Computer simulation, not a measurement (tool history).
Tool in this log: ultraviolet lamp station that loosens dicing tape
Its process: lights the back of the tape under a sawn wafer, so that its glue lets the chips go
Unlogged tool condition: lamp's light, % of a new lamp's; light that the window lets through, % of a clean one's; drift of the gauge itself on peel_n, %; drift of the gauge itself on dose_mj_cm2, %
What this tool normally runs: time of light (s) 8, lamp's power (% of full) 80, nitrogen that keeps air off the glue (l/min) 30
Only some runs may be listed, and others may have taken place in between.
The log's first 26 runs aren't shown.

run	hour	time of light (s)	lamp's power (% of full)	nitrogen that keeps air off the glue (l/min)	hours of work of the lamp	hours of work since the window was cleaned	force that peels the tape off (N)	light that reached the tape (mJ/cm2)
27	495.5	16	72	26	49	236	0.181	775
28	515.4	8	92	42	63	249	0.212	500
29	536.3	8	90	21	77	264	0.335	484
30	562.4	8	80	21	94	281	0.427	429
31	584.8	8	95	16	110	296	0.413	500
32	598.4	14	80	23	119	306	0.178	730
33	617.3	8	84	12	132	318	0.732	442
34	633.9	8	63	17	143	330	0.976	332
35	647	8	63	17	152	339	1.006	328
36	659.4	5	80	26	160	347	1.087	256
37	685.2	5	71	26	178	364	1.445	231
38	704.8	5	71	26	191	378	1.456	224
39	717.8	5	71	26	200	387	1.418	221
40	739	5	71	26	214	401	1.492	223
41	758.9	5	71	26	228	414	1.513	219
42	773	5	61	26	237	424	1.88	191
43	783.6	5	83	12	244	431	2.163	258

Below are 3 alternative next runs, each starting from the tool's condition after run 43. Predict each:
A	803.9	8	66	10	258	445	?	?
B	803.9	6	87	33	258	445	?	?
C	803.9	11	83	12	258	445	?	?

run	force that peels the tape off (N)	light that reached the tape (mJ/cm2)
A	1.59	327
B	0.567	322
C	0.416	567
With no hidden state in the tool, these same runs would have given:
run	force that peels the tape off (N)	light that reached the tape (mJ/cm2)
A	1.169	383
B	0.398	378
C	0.301	665

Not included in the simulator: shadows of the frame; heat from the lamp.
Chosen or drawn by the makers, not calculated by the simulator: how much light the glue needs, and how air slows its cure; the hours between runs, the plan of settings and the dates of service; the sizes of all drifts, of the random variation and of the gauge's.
